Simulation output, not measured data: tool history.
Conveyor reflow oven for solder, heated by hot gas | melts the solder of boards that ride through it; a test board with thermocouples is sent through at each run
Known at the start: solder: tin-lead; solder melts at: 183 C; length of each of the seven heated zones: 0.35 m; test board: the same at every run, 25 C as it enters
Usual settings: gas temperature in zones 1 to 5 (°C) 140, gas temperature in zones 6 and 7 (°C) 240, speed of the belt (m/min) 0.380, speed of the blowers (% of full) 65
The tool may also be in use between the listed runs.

run   hour  gas temperature in zones 1 to 5 (°C)  gas temperature in zones 6 and 7 (°C)  speed of the belt (m/min)  speed of the blowers (% of full)  highest temperature of the board (°C)  time above the solder's melting point (s)
  1    0.0                                   140                                    240                      0.380                                65                                  226.5                                       94.4
  2    9.3                                   140                                    240                      0.380                                65                                  226.5                                       93.9
  3   15.2                                   140                                    240                      0.380                                65                                  226.0                                       94.1
  4   25.1                                   135                                    240                      0.380                                65                                  225.9                                       90.7
  5   31.5                                   135                                    240                      0.380                                65                                  225.8                                       91.6
  6   38.3                                   135                                    240                      0.380                                65                                  225.7                                       89.8
  7   47.2                                   140                                    240                      0.380                                69                                  226.5                                       93.6
  8   56.7                                   130                                    240                      0.380                                65                                  225.0                                       87.2
  9   66.3                                   130                                    240                      0.380                                65                                  225.3                                       87.5
 10   73.2                                   130                                    240                      0.380                                65                                  225.2                                       88.3
 11   80.8                                   130                                    240                      0.380                                65                                  225.4                                       87.2
      88.6  -- flux residue cleaned out of gas plates and filters
 12   90.7                                   130                                    240                      0.380                                60                                  223.8                                       87.3
 13   97.8                                   130                                    240                      0.380                                60                                  224.7                                       85.8
 14  102.5                                   130                                    240                      0.380                                60                                  224.1                                       86.1
 15  107.2                                   130                                    240                      0.380                                60                                  223.9                                       86.6
 16  116.8                                   127                                    239                      0.380                                65                                  223.4                                       86.1
 17  124.7                                   127                                    239                      0.380                                58                                  222.2                                       83.3
 18  130.0                                   140                                    244                      0.380                                70                                  230.6                                       97.9
 19  137.1                                   140                                    240                      0.398                                64                                  225.2                                       87.3
 20  143.2                                   140                                    240                      0.398                                64                                  224.6                                       87.8
 21  150.3                                   138                                    240                      0.364                                65                                  227.5                                       98.4
 22  156.3                                   138                                    235                      0.364                                59                                  222.1                                       92.8
 23  164.1                                   140                                    240                      0.434                                67                                  222.2                                       78.5
 24  171.3                                   140                                    240                      0.343                                87                                  232.4                                      109.6
 25  179.7                                   140                                    240                      0.343                                87                                  231.9                                      110.2
 26  189.3                                   140                                    240                      0.343                                87                                  231.9                                      108.5
 27  193.8                                   140                                    240                      0.410                                65                                  224.2                                       84.5

Forecast each of these 4 alternatives for the next run:
  A  202.9                                   140                                    240                      0.410                                88                                      ?                                          ?
  B  202.9                                   140                                    244                      0.328                                65                                      ?                                          ?
  C  202.9                                   142                                    229                      0.380                                70                                      ?                                          ?
  D  202.9                                   140                                    248                      0.410                                65                                      ?                                          ?

run  highest temperature of the board (°C)  time above the solder's melting point (s)
  A                                  228.0                                       89.1
  B                                  234.3                                      115.3
  C                                  217.6                                       86.4
  D                                  231.0                                       90.0
Without the tool's hidden state the same runs would have given:
run  highest temperature of the board (°C)  time above the solder's melting point (s)
  A                                  228.1                                       89.1
  B                                  234.4                                      115.3
  C                                  217.7                                       86.5
  D                                  231.1                                       90.1

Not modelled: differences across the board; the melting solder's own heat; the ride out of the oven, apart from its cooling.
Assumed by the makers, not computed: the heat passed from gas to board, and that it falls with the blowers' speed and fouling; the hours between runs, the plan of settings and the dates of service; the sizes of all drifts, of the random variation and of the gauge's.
